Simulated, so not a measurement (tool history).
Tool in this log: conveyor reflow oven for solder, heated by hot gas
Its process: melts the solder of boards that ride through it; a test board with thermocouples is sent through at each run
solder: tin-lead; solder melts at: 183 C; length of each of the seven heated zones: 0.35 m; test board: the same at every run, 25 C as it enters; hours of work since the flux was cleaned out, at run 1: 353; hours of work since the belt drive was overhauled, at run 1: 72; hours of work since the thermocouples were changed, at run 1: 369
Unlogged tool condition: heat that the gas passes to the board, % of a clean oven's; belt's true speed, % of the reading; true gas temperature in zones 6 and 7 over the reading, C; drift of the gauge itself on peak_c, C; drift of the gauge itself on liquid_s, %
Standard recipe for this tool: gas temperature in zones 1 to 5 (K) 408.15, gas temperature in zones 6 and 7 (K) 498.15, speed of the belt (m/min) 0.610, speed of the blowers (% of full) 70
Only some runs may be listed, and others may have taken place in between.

run,hour,gas temperature in zones 1 to 5 (K),gas temperature in zones 6 and 7 (K),speed of the belt (m/min),speed of the blowers (% of full),hours of work since the flux was cleaned out,hours of work since the belt drive was overhauled,hours of work since the thermocouples were changed,highest temperature of the board (K),time above the solder's melting point (s)
1,0.0,408.15,498.15,0.610,70,353,72,369,485.35,47.0
2,8.7,408.15,498.15,0.610,70,358,77,374,484.75,46.2
3,25.2,408.15,498.15,0.610,70,368,87,384,485.15,47.2
4,33.3,408.15,498.15,0.610,70,373,92,389,484.95,46.4
# hour 39.5: flux residue cleaned out of gas plates and filters
5,53.6,408.15,498.15,0.610,70,9,101,398,486.15,48.7
6,68.4,408.15,498.15,0.610,70,17,110,407,486.45,48.2
7,80.2,408.15,498.15,0.610,69,25,117,414,485.35,48.4
8,98.9,408.15,498.15,0.610,69,36,128,425,486.55,48.3
9,110.7,408.15,498.15,0.610,70,43,135,433,486.55,48.5
10,124.6,408.15,498.15,0.610,70,51,144,441,486.35,48.2
11,143.6,408.15,498.15,0.610,70,63,155,452,486.25,48.6
12,156.7,408.15,498.15,0.610,70,71,163,460,486.85,48.4
13,170.5,408.15,498.15,0.610,70,79,171,469,486.65,47.9
14,186.4,408.15,498.15,0.610,70,89,181,478,486.25,48.6
15,203.8,417.15,506.15,0.651,67,99,192,489,492.15,50.5
16,216.5,417.15,506.15,0.651,67,107,199,496,491.55,50.7
17,229.3,408.15,498.15,0.610,52,115,207,504,479.35,40.5
18,246.0,408.15,508.15,0.610,70,125,217,514,495.35,54.4
19,261.6,408.15,508.15,0.610,70,134,226,524,495.05,53.7
20,278.2,408.15,508.15,0.683,55,144,236,534,484.25,40.0
21,290.1,408.15,508.15,0.683,55,151,244,541,485.05,40.0
22,303.7,408.15,508.15,0.584,60,160,252,549,493.05,55.0
23,322.3,408.15,498.15,0.499,70,171,263,560,492.15,64.7
24,334.4,407.15,488.15,0.655,63,178,270,568,473.75,31.5
25,351.3,407.15,488.15,0.655,63,188,281,578,473.55,32.1
26,367.1,404.15,488.15,0.655,63,198,290,587,472.75,30.7
27,378.5,404.15,488.15,0.680,85,205,297,594,477.85,36.2
28,391.1,417.15,509.15,0.555,73,212,305,602,501.15,66.1

Predict each of these 4 candidate next runs independently; none follows another, all start after run 28:
A,400.3,417.15,509.15,0.555,73,218,310,607,?,?
B,400.3,396.15,496.15,0.654,73,218,310,607,?,?
C,400.3,408.15,510.15,0.526,70,218,310,607,?,?
D,400.3,408.15,498.15,0.562,70,218,310,607,?,?

run,highest temperature of the board (K),time above the solder's melting point (s)
A,500.85,66.7
B,481.45,37.8
C,501.15,67.4
D,488.55,54.8
With no hidden state in the tool, these same runs would have given:
run,highest temperature of the board (K),time above the solder's melting point (s)
A,498.85,65.6
B,479.85,36.6
C,499.15,66.2
D,486.65,53.4
